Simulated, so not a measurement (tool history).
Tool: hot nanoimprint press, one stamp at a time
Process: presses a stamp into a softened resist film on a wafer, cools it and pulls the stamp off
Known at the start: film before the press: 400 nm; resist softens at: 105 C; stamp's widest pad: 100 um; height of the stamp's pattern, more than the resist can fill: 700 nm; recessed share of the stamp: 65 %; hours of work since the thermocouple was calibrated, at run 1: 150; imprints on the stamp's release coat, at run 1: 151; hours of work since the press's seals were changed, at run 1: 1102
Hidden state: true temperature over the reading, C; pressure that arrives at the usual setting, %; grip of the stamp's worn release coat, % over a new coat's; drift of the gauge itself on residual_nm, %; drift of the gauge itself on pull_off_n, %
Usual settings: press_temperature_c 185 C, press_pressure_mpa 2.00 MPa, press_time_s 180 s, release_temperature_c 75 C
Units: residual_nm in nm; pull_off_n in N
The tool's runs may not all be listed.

run     day  press_temperature_c  press_pressure_mpa  press_time_s  release_temperature_c  hours of work since the thermocouple was calibrated  imprints on the stamp's release coat  hours of work since the press's seals were changed  residual_nm  pull_off_n
  1   0.000                  185                2.00           180                     75                                                  150                                   151                                                1102        166.8         113
  2   0.646                  185                1.81           180                     75                                                  162                                   188                                                1114        169.9         115
  3   1.296                  185                2.06           180                     75                                                  174                                   225                                                1126        162.3         114
  4   2.242                  195                2.06           180                     75                                                  191                                   279                                                1143        105.4         120
  5   3.333                  185                2.00           180                     75                                                  211                                   342                                                1163        165.3         123
  6   4.112                  185                2.00           180                     75                                                  226                                   386                                                1178        165.6         121
  7   5.042                  185                2.00           180                     75                                                  243                                   439                                                1195        167.3         126
  8   5.804                  185                2.00           180                     75                                                  257                                   483                                                1209        166.7         125
  9   6.571                  185                2.00           180                     75                                                  271                                   527                                                1223        167.6         129
 10   7.829                  185                2.00           180                     75                                                  294                                   599                                                1246        168.0         133
 11   8.975                  185                2.00           211                     63                                                  316                                   664                                                1268        159.6         150
 12   9.842                  176                2.00           211                     63                                                  332                                   714                                                1284        232.6         151
 13  10.488                  181                2.00           210                     62                                                  344                                   751                                                1296        187.4         154
     11.200  -- stamp cleaned and given a new release coat
     11.883  -- press's hydraulic seals changed and the load cell set to zero
 14  12.042                  185                2.00           180                     60                                                  361                                    29                                                   3        163.2         130
 15  13.008                  185                2.00           180                     60                                                  379                                    84                                                  21        164.1         124
 16  14.304                  185                1.57           180                     60                                                  403                                   159                                                  45        183.4         137
 17  15.358                  185                2.81           180                     60                                                  423                                   219                                                  64        140.2         132
     16.504  -- plate thermocouple calibrated
 18  16.942                  182                2.00           251                     75                                                    8                                   302                                                  91        159.5         120
 19  18.425                  182                2.00           251                     75                                                   36                                   387                                                 119        160.2         122
 20  19.288                  182                2.00           251                     75                                                   51                                   436                                                 135        157.8         125

5 ways to go on from here, each from the tool as it stands after run 20. What would each give?
  A  20.575                  185                2.29           212                     80                                                   75                                   510                                                 158            ?           ?
  B  20.575                  182                2.00           140                     75                                                   75                                   510                                                 158            ?           ?
  C  20.575                  187                1.60           180                     79                                                   75                                   510                                                 158            ?           ?
  D  20.575                  185                2.00           180                     61                                                   75                                   510                                                 158            ?           ?
  E  20.575                  189                2.00           251                     75                                                   75                                   510                                                 158            ?           ?

run  residual_nm  pull_off_n
  A        141.5         120
  B        201.7         131
  C        163.0         127
  D        161.0         147
  E        115.8         127
Without the tool's hidden state the same runs would have given:
run  residual_nm  pull_off_n
  A        140.2         102
  B        200.2         111
  C        161.9         108
  D        159.8         125
  E        114.8         108
